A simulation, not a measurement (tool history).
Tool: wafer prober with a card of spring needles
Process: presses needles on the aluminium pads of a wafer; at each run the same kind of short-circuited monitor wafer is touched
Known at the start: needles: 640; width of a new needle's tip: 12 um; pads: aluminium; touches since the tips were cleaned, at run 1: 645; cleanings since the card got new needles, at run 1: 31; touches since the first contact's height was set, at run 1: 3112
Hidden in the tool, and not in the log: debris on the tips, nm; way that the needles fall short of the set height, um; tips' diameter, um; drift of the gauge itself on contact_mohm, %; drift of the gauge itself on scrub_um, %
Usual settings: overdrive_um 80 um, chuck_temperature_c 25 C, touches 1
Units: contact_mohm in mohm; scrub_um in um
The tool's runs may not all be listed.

run   hour  overdrive_um  chuck_temperature_c  touches  touches since the tips were cleaned  cleanings since the card got new needles  touches since the first contact's height was set  contact_mohm  scrub_um
  1    0.0            80                   25        1                                  645                                        31                                              3112           157     16.84
  2   11.5            80                   25        1                                 3221                                        31                                              5688           160     16.84
      20.8  -- tips cleaned on abrasive film
  3   22.9            80                   25        1                                  473                                        32                                              8235           159     16.86
  4   41.7            80                   25        1                                 4674                                        32                                             12436           160     16.86
      44.1  -- tips cleaned on abrasive film
  5   60.3            80                   25        1                                 3622                                        33                                             16591           162     16.87
      66.2  -- tips cleaned on abrasive film
  6   81.8            80                   25        1                                 3495                                        34                                             21401           159     16.86
      89.1  -- tips cleaned on abrasive film
  7  102.3            80                   25        1                                 2955                                        35                                             25982           159     16.85
     111.2  -- tips cleaned on abrasive film
  8  119.2            64                   25        1                                 1797                                        36                                             29759           165     13.51
     133.5  -- tips cleaned on abrasive film
  9  141.6            64                   25        1                                 1810                                        37                                             34748           163     13.50
     157.6  -- tips cleaned on abrasive film
 10  167.9            64                   25        1                                 2311                                        38                                             40627           167     13.52
     180.9  -- tips cleaned on abrasive film
 11  191.6            94                   25        1                                 2391                                        39                                             45928           158     19.84
     204.2  -- tips cleaned on abrasive film
 12  205.3            94                   25        1                                  243                                        40                                             48984           157     19.86

Run 13 comes next. What will it give?
 13  222.4            80                   25        1                                 4069                                        40                                             52810             ?         ?

contact_mohm: 160 mohm
scrub_um: 16.93 um
Without the tool's hidden state the same run would have given contact_mohm 159 mohm, scrub_um 16.86 um.

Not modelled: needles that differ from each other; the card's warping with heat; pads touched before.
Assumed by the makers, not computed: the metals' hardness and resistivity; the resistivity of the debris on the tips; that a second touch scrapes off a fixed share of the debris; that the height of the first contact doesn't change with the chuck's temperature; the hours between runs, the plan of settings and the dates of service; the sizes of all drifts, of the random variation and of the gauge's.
